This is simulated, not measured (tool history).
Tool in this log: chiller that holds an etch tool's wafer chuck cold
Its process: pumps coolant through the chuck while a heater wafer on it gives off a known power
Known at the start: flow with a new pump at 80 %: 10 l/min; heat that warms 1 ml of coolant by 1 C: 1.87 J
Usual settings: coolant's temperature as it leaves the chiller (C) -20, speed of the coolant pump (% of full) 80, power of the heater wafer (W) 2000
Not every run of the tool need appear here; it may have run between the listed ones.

| run | hour | coolant's temperature as it leaves the chiller (C) | speed of the coolant pump (% of full) | power of the heater wafer (W) | chuck's temperature once it has settled (C) | how much warmer the coolant comes back (C) |
|---|---|---|---|---|---|---|
| 1 | 0 | -20 | 80 | 2000 | 0.9 | 6.48 |
| 2 | 22.7 | -20 | 80 | 2000 | 0.7 | 6.46 |
| 3 | 62.9 | -20 | 80 | 1658 | -2.7 | 5.4 |
| 4 | 96.6 | -20 | 80 | 2000 | 0.9 | 6.5 |
| 5 | 125.6 | -29 | 80 | 2000 | -8.1 | 6.48 |
| 6 | 167.3 | -29 | 80 | 2000 | -8.1 | 6.5 |
| 7 | 189.5 | -11 | 80 | 2000 | 9.9 | 6.52 |
| 8 | 218 | -11 | 63 | 2000 | 13.3 | 8.23 |
| 9 | 259.3 | -11 | 63 | 2000 | 13.5 | 8.22 |
| 10 | 297.8 | -20 | 80 | 1041 | -9.1 | 3.37 |
| 11 | 322.5 | -20 | 80 | 1041 | -9.4 | 3.36 |
| 12 | 342.8 | -20 | 80 | 1041 | -9.3 | 3.4 |
| 13 | 370.5 | -20 | 80 | 1041 | -9.3 | 3.37 |
| 14 | 409.2 | -20 | 80 | 1041 | -9.3 | 3.37 |
| 15 | 428 | -20 | 80 | 1041 | -9.3 | 3.38 |
| 16 | 470 | -20 | 80 | 1041 | -9.1 | 3.42 |
| 17 | 497.8 | -14 | 71 | 2610 | 15.8 | 9.69 |
| 18 | 522 | -20 | 67 | 1102 | -7.1 | 4.37 |
| 19 | 561.5 | -19 | 64 | 2290 | 8.9 | 9.33 |
| 20 | 584.5 | -28 | 100 | 1271 | -16.6 | 3.31 |
| 21 | 622.8 | -11 | 96 | 2516 | 13 | 6.94 |
|  | 627.3 | chiller's thermometer calibrated |
| 22 | 654.5 | -20 | 74 | 2259 | 5.1 | 8.02 |
| 23 | 681.8 | -20 | 68 | 2660 | 11.4 | 10.28 |
| 24 | 716.7 | -27 | 80 | 1764 | -8.4 | 5.78 |
| 25 | 746.2 | -27 | 80 | 1764 | -8.4 | 5.74 |
| 26 | 777.5 | -16 | 68 | 1708 | 3.9 | 6.63 |
| 27 | 795.3 | -24 | 96 | 1205 | -12.8 | 3.32 |
|  | 826.3 | chiller's thermometer calibrated, once more |
| 28 | 832.4 | -24 | 96 | 1205 | -12.4 | 3.31 |
| 29 | 871.4 | -24 | 96 | 1205 | -12.3 | 3.31 |
| 30 | 910.5 | -24 | 96 | 1205 | -12.2 | 3.32 |
| 31 | 949.2 | -20 | 83 | 2236 | 3.6 | 7.1 |
| 32 | 986.7 | -20 | 75 | 2236 | 5.3 | 7.85 |

Here are 4 independent what-if runs from the current tool condition. What would each one return?
| A | 1020.2 | -26 | 80 | 1186 | ? | ? |
| B | 1020.2 | -29 | 74 | 2236 | ? | ? |
| C | 1020.2 | -18 | 75 | 1957 | ? | ? |
| D | 1020.2 | -12 | 80 | 1763 | ? | ? |

| run | chuck's temperature once it has settled (C) | how much warmer the coolant comes back (C) |
|---|---|---|
| A | -13.2 | 3.93 |
| B | -3.7 | 8.03 |
| C | 4.2 | 6.86 |
| D | 7.1 | 5.79 |
With the hidden condition removed and each run's random variation left untouched, the same runs would have given:
| run | chuck's temperature once it has settled (C) | how much warmer the coolant comes back (C) |
|---|---|---|
| A | -14.8 | 3.84 |
| B | -7 | 7.83 |
| C | 1.3 | 6.69 |
| D | 4.6 | 5.64 |
